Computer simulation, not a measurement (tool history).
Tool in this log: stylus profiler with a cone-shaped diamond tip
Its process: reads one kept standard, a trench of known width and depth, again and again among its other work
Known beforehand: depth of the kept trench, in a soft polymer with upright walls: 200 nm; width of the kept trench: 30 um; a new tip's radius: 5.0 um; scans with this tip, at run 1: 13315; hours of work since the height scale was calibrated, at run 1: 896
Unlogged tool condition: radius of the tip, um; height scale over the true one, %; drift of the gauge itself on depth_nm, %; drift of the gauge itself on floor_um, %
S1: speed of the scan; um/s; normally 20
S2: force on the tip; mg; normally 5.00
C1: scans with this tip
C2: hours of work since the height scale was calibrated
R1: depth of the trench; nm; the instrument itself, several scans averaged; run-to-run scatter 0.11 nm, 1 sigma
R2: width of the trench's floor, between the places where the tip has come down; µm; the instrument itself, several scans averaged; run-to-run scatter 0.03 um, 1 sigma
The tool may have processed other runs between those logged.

run    hour  S1    S2     C1    C2      R1     R2
  1     0.0  20  5.00  13315   896  203.91  25.66
  2    44.1  20  5.00  13670   920  203.76  25.68
  3   113.6  20  5.00  14230   958  203.82  25.55
  4   206.2  20  5.00  14977  1008  203.57  25.62
  5   259.8  20  4.62  15409  1038  203.52  25.52
  6   345.5   5  5.00  16100  1084  203.65  25.53
      389.5  -- new tip fitted, height scale calibrated
  7   399.0   5  5.00     77     5  204.65  27.24
  8   442.8   7  5.00    430    29  204.63  27.17
  9   495.2   7  5.00    852    57  204.58  27.13
 10   563.7   7  5.00   1404    95  204.47  27.08
 11   658.6   7  5.00   2170   146  204.34  26.90
 12   719.5  20  5.00   2661   179  204.60  26.82
 13   808.7  20  5.00   3380   228  204.34  26.71
 14   881.0  20  5.00   3963   267  204.33  26.61
 15   962.7  20  5.00   4621   311  204.16  26.55
 16  1021.9  29  5.00   5099   343  204.30  26.42
 17  1107.6  29  5.00   5790   390  204.12  26.42
 18  1197.8  20  5.00   6517   439  204.25  26.33
 19  1285.9  20  5.00   7227   487  203.96  26.29
 20  1347.9  20  5.00   7727   520  204.07  26.21
 21  1418.1  20  5.00   8293   558  203.91  26.11
 22  1474.5  14  1.87   8748   589  201.77  26.14
 23  1525.4  41  2.49   9158   617  202.10  25.91
 24  1620.4  71  3.38   9924   668  202.79  25.71

What will run 25 give?
 25  1668.7   7  6.00  10313  694   ?   ?

Logged for run 25: R1 204.73 nm, R2 26.02 µm.
Without the tool's hidden state the same run would have given R1 205.51 nm, R2 27.19 µm.
